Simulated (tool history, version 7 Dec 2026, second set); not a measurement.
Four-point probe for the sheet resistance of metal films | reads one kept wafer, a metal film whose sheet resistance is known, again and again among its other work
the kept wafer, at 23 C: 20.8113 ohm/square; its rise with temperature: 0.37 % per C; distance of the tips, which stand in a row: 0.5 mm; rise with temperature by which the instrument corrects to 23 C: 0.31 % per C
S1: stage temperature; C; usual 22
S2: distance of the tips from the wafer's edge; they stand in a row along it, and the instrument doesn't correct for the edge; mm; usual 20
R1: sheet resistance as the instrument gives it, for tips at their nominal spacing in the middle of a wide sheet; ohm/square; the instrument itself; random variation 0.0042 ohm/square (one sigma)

{"run": 1, "hour": 0.0, "S1": 22, "S2": 20, "R1": 20.810935}
{"run": 2, "hour": 10.7, "S1": 22, "S2": 14, "R1": 20.813734}
{"run": 3, "hour": 20.4, "S1": 22, "S2": 14, "R1": 20.814213}
{"run": 4, "hour": 31.5, "S1": 22, "S2": 14, "R1": 20.809145}
{"run": 5, "hour": 51.0, "S1": 22, "S2": 14, "R1": 20.81276}
{"run": 6, "hour": 66.3, "S1": 20, "S2": 20, "R1": 20.780134}
{"run": 7, "hour": 84.2, "S1": 20, "S2": 47, "R1": 20.770871}
{"run": 8, "hour": 100.7, "S1": 20, "S2": 47, "R1": 20.778831}
{"run": 9, "hour": 118.9, "S1": 20, "S2": 47, "R1": 20.773456}
{"run": 10, "hour": 136.6, "S1": 29, "S2": 20, "R1": 20.88775}
{"run": 11, "hour": 155.8, "S1": 29, "S2": 20, "R1": 20.887896}
{"run": 12, "hour": 167.7, "S1": 31, "S2": 20, "R1": 20.917689}
{"run": 13, "hour": 186.1, "S1": 31, "S2": 20, "R1": 20.923493}
{"run": 14, "hour": 200.7, "S1": 22, "S2": 9, "R1": 20.829741}
{"run": 15, "hour": 213.3, "S1": 27, "S2": 20, "R1": 20.869542}
{"run": 16, "hour": 231.0, "S1": 27, "S2": 20, "R1": 20.868241}
{"run": 17, "hour": 249.2, "S1": 27, "S2": 20, "R1": 20.870488}
{"run": 18, "hour": 263.2, "S1": 22, "S2": 20, "R1": 20.808364}
{"run": 19, "hour": 272.9, "S1": 22, "S2": 20, "R1": 20.80529}
{"run": 20, "hour": 287.5, "S1": 22, "S2": 20, "R1": 20.804083}
{"run": 21, "hour": 299.9, "S1": 22, "S2": 20, "R1": 20.802598}
{"run": 22, "hour": 313.0, "S1": 22, "S2": 20, "R1": 20.800342}
{"run": 23, "hour": 322.3, "S1": 22, "S2": 20, "R1": 20.801083}
{"run": 24, "hour": 338.8, "S1": 22, "S2": 7, "R1": 20.856208}
{"run": 25, "hour": 357.4, "S1": 26, "S2": 20, "R1": 20.860709}
{"run": 26, "hour": 371.1, "S1": 22, "S2": 15, "R1": 20.812818}
{"run": 27, "hour": 390.6, "S1": 34, "S2": 9, "R1": 20.992545}
{"run": 28, "hour": 402.9, "S1": 24, "S2": 20, "R1": 20.829989}
{"run": 29, "hour": 413.8, "S1": 24, "S2": 20, "R1": 20.835608}
{"run": 30, "hour": 430.7, "S1": 23, "S2": 29, "R1": 20.816441}
{"run": 31, "hour": 438.9, "S1": 23, "S2": 6, "R1": 20.894203}
{"run": 32, "hour": 452.9, "S1": 23, "S2": 6, "R1": 20.897409}
{"run": 33, "hour": 471.1, "S1": 28, "S2": 34, "R1": 20.877689}
{"run": 34, "hour": 485.5, "S1": 32, "S2": 3, "R1": 21.232349}
{"run": 35, "hour": 496.3, "S1": 31, "S2": 10, "R1": 20.943989}
{"run": 36, "hour": 509.7, "S1": 31, "S2": 10, "R1": 20.940799}
{"run": 37, "hour": 524.5, "S1": 31, "S2": 10, "R1": 20.933961}
{"run": 38, "hour": 536.2, "S1": 24, "S2": 10, "R1": 20.852778}
{"run": 39, "hour": 551.1, "S1": 32, "S2": 20, "R1": 20.930636}
{"run": 40, "hour": 561.6, "S1": 25, "S2": 23, "R1": 20.837246}
{"run": 41, "hour": 580.0, "S1": 24, "S2": 7, "R1": 20.880886}
{"run": 42, "hour": 592.1, "S1": 32, "S2": 39, "R1": 20.926849}
{"run": 43, "hour": 604.2, "S1": 26, "S2": 29, "R1": 20.855433}
{"run": 44, "hour": 612.7, "S1": 30, "S2": 17, "R1": 20.912563}
{"run": 45, "hour": 631.0, "S1": 30, "S2": 17, "R1": 20.907858}

Forecast each of these 3 alternatives for the next run:
{"run": "A", "hour": 644.2, "S1": 27, "S2": 13, "R1": "?"}
{"run": "B", "hour": 644.2, "S1": 18, "S2": 6, "R1": "?"}
{"run": "C", "hour": 644.2, "S1": 34, "S2": 20, "R1": "?"}

run=A R1=20.881798
run=B R1=20.828426
run=C R1=20.952495
Without the tool's hidden state the same runs would have given:
run=A R1=20.880553
run=B R1=20.82718
run=C R1=20.951248

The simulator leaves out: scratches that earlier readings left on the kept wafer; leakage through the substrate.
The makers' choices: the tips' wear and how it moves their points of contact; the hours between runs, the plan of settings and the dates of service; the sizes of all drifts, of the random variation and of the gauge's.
